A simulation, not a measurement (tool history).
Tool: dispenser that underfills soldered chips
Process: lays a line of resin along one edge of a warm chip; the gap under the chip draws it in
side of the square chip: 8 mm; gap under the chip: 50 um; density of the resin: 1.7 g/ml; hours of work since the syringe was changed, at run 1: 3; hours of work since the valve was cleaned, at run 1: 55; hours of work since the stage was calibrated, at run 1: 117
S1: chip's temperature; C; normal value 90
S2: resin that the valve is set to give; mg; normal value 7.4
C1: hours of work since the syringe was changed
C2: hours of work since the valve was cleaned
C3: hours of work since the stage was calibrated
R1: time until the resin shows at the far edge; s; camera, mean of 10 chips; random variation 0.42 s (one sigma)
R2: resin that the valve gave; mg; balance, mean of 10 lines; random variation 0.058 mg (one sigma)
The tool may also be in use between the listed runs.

run,hour,S1,S2,C1,C2,C3,R1,R2
1,0,90,7.4,3,55,117,37.6,7.07
# hour 5.5: new syringe of resin
2,12.1,90,7.4,4,62,124,41,7
# hour 16.5: new syringe of resin
3,18.7,90,7.4,1,66,128,33.7,7.02
# hour 20.8: dispensing valve cleaned and set on the balance
# hour 27.5: new syringe of resin
4,27.8,90,8.6,0,4,133,29.1,8.59
5,35.8,99,7.4,5,9,138,29,7.26
# hour 38.7: new syringe of resin
6,43.4,99,8.63,3,13,142,23.7,8.65
# hour 49.6: new syringe of resin
7,52,90,7.4,1,18,148,32.5,7.18
# hour 59.6: new syringe of resin
8,63.9,90,6.31,3,26,155,38,6.2
# hour 69.9: new syringe of resin
9,75,90,6.31,3,32,161,40,6.12
# hour 80.7: new syringe of resin
10,83.7,90,6.31,2,37,166,37.1,6.09
# hour 91.3: new syringe of resin
11,95.1,90,6.31,2,44,173,38.7,6.04
# hour 101.6: new syringe of resin
12,104.5,90,6.31,2,50,179,37.1,6.05
13,111.1,90,6.31,6,54,183,51.7,5.88
# hour 112.2: new syringe of resin
# hour 123: new syringe of resin
14,123.9,90,7.4,1,61,190,31.6,6.99
15,129.6,96,9.12,4,65,194,30.5,8.5
# hour 134: new syringe of resin
# hour 135: dispensing valve cleaned and set on the balance
16,137.8,97,9.12,2,2,198,23.6,9.15
# hour 145.8: new syringe of resin
17,149.1,84,6.99,2,8,205,46,6.97
# hour 156.7: new syringe of resin
18,159.4,102,7.32,2,15,211,19.5,7.32
# hour 166.8: new syringe of resin
19,166.8,102,7.32,0,19,215,17.5,7.3

Run 20 has not been measured yet. What should we expect?
# hour 177: new syringe of resin
20,178.1,77,7.04,1,26,222,?,?

{"run 20": {"R1": 59, "R2": 6.86}}
The same run, on a tool lacking any hidden state, would have yielded R1 54 s, R2 7 mg.
